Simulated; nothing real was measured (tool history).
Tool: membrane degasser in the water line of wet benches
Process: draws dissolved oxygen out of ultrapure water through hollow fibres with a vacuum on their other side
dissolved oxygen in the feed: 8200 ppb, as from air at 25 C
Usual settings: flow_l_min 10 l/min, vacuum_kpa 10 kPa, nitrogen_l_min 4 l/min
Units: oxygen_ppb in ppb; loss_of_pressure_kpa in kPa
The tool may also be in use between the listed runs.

Run 1, hour 0: usual settings. Result: oxygen_ppb 63.7 ppb, loss_of_pressure_kpa 60.31 kPa.
Run 2, hour 27.4: usual settings. Result: oxygen_ppb 64.3 ppb, loss_of_pressure_kpa 60.2 kPa.
Run 3, hour 58.4: usual settings. Result: oxygen_ppb 64.4 ppb, loss_of_pressure_kpa 59.91 kPa.
Run 4, hour 106.3: usual settings. Result: oxygen_ppb 64.5 ppb, loss_of_pressure_kpa 60.15 kPa.
Run 5, hour 137.6: usual settings. Result: oxygen_ppb 64 ppb, loss_of_pressure_kpa 60.14 kPa.
Run 6, hour 166.9: usual settings. Result: oxygen_ppb 63.9 ppb, loss_of_pressure_kpa 60.19 kPa.
Run 7, hour 203.6: usual settings. Result: oxygen_ppb 64.5 ppb, loss_of_pressure_kpa 60.13 kPa.
At hour 208.4: vacuum gauge calibrated.
Run 8, hour 248.6: usual settings. Result: oxygen_ppb 64.4 ppb, loss_of_pressure_kpa 60.07 kPa.
Run 9, hour 297.4: usual settings. Result: oxygen_ppb 65.5 ppb, loss_of_pressure_kpa 60.67 kPa.
Run 10, hour 347.2: usual settings. Result: oxygen_ppb 65.6 ppb, loss_of_pressure_kpa 60.46 kPa.
Run 11, hour 379.5: usual settings but flow_l_min 11 l/min, vacuum_kpa 8.9 kPa, nitrogen_l_min 11.15 l/min. Result: oxygen_ppb 43.3 ppb, loss_of_pressure_kpa 66.33 kPa.
At hour 391.4: vacuum gauge calibrated, once more.
Run 12, hour 406.1: usual settings but flow_l_min 7 l/min, nitrogen_l_min 5.41 l/min. Result: oxygen_ppb 26.7 ppb, loss_of_pressure_kpa 42.1 kPa.
Run 13, hour 451.4: usual settings but nitrogen_l_min 1.88 l/min. Result: oxygen_ppb 110 ppb, loss_of_pressure_kpa 60.12 kPa.
Run 14, hour 473.3: usual settings but flow_l_min 14 l/min, nitrogen_l_min 4.79 l/min. Result: oxygen_ppb 112.9 ppb, loss_of_pressure_kpa 84.31 kPa.
Run 15, hour 504.8: usual settings but flow_l_min 12 l/min, vacuum_kpa 6.3 kPa. Result: oxygen_ppb 61.4 ppb, loss_of_pressure_kpa 72.29 kPa.
Run 16, hour 541.2: usual settings but flow_l_min 14 l/min, vacuum_kpa 17.4 kPa, nitrogen_l_min 2.78 l/min. Result: oxygen_ppb 236.3 ppb, loss_of_pressure_kpa 84.63 kPa.
Run 17, hour 590.9: usual settings but flow_l_min 16 l/min, vacuum_kpa 10.7 kPa, nitrogen_l_min 11.55 l/min. Result: oxygen_ppb 124.5 ppb, loss_of_pressure_kpa 96.41 kPa.

Forecast run 18:
Run 18, hour 615.7: usual settings but flow_l_min 16 l/min, vacuum_kpa 10.7 kPa, nitrogen_l_min 11.55 l/min. Result: oxygen_ppb ?, loss_of_pressure_kpa ?.

oxygen_ppb: 122.4 ppb
loss_of_pressure_kpa: 96.37 kPa
Without the tool's hidden state the same run would have given oxygen_ppb 118.7 ppb, loss_of_pressure_kpa 95.6 kPa.

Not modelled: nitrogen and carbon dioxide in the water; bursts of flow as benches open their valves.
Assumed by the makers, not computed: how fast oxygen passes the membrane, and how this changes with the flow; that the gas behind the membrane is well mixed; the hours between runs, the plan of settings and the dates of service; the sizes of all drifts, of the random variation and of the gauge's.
